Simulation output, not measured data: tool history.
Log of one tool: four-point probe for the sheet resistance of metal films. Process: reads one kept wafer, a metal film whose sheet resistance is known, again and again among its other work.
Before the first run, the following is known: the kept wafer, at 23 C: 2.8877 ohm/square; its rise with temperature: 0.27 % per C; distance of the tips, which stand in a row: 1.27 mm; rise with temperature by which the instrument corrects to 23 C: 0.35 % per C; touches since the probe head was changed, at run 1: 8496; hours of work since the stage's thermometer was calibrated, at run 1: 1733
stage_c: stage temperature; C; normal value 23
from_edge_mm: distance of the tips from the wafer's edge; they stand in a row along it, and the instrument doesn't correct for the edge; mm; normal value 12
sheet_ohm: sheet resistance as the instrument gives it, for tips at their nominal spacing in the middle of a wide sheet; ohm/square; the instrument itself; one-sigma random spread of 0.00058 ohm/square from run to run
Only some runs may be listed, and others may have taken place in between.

run,hour,stage_c,from_edge_mm,touches since the probe head was changed,hours of work since the stage's thermometer was calibrated,sheet_ohm
1,0,23,12,8496,1733,2.907972
2,10.6,23,12,8737,1740,2.907273
3,25.9,23,12,9084,1749,2.907703
4,36.5,23,6,9322,1756,2.95756
5,44.1,23,7,9494,1760,2.941566
6,57.2,21,7,9791,1768,2.94467
7,70.4,21,7,10089,1777,2.944579
8,79.2,23,9,10288,1782,2.919646
9,85.7,23,12,10436,1786,2.907878
10,95.1,23,12,10648,1792,2.907331
11,108.4,23,12,10949,1800,2.907804
12,118.9,23,12,11187,1807,2.90826
13,126.6,23,12,11363,1811,2.907324
14,140.7,23,12,11680,1820,2.906479
15,154.8,23,12,11999,1829,2.908355
16,163.9,23,6,12206,1834,2.95966
17,176.5,23,6,12491,1842,2.956764
18,190.2,23,6,12800,1850,2.958541
19,197.7,23,45,12971,1855,2.89189
20,213.2,23,45,13320,1865,2.891991
21,227.2,19,45,13638,1873,2.90076
22,241.7,19,45,13966,1882,2.899912
23,251.2,19,45,14181,1888,2.900458
24,266.9,19,45,14538,1898,2.901309
25,281.8,19,45,14874,1907,2.900762
26,292,19,45,15106,1913,2.900984
27,298.7,26,24,15256,1917,2.888112
28,310.2,28,9,15516,1924,2.909449
29,317.8,21,70,15689,1929,2.896158
30,329.2,21,70,15948,1936,2.895644
31,343.5,21,35,16270,1945,2.897659
32,351.3,25,70,16448,1950,2.886058
33,361.4,28,17,16677,1956,2.888377
34,377.3,28,17,17035,1966,2.888951
35,385.9,28,12,17230,1971,2.897075
36,399.5,26,8,17539,1979,2.922559
37,414,23,12,17866,1988,2.907608
38,427.5,24,47,18172,1997,2.888995
39,439.4,24,47,18441,2004,2.889362
40,450.6,18,22,18694,2011,2.906739
41,457.9,18,22,18859,2015,2.907565
42,470,32,36,19133,2023,2.873692
43,477.4,23,54,19300,2027,2.891985
44,485,33,7,19472,2032,2.919858
45,500.2,23,17,19817,2041,2.898333
46,507.7,34,73,19987,2046,2.867549

Here are 3 independent what-if runs from the current tool condition. What would each one return?
A,522.1,23,3,20314,2055,?
B,522.1,18,8,20314,2055,?
C,522.1,18,67,20314,2055,?

run,sheet_ohm
A,3.142377
B,2.941386
C,2.902703
Without the tool's unlogged condition, the same runs would have read:
run,sheet_ohm
A,3.139132
B,2.938353
C,2.899703
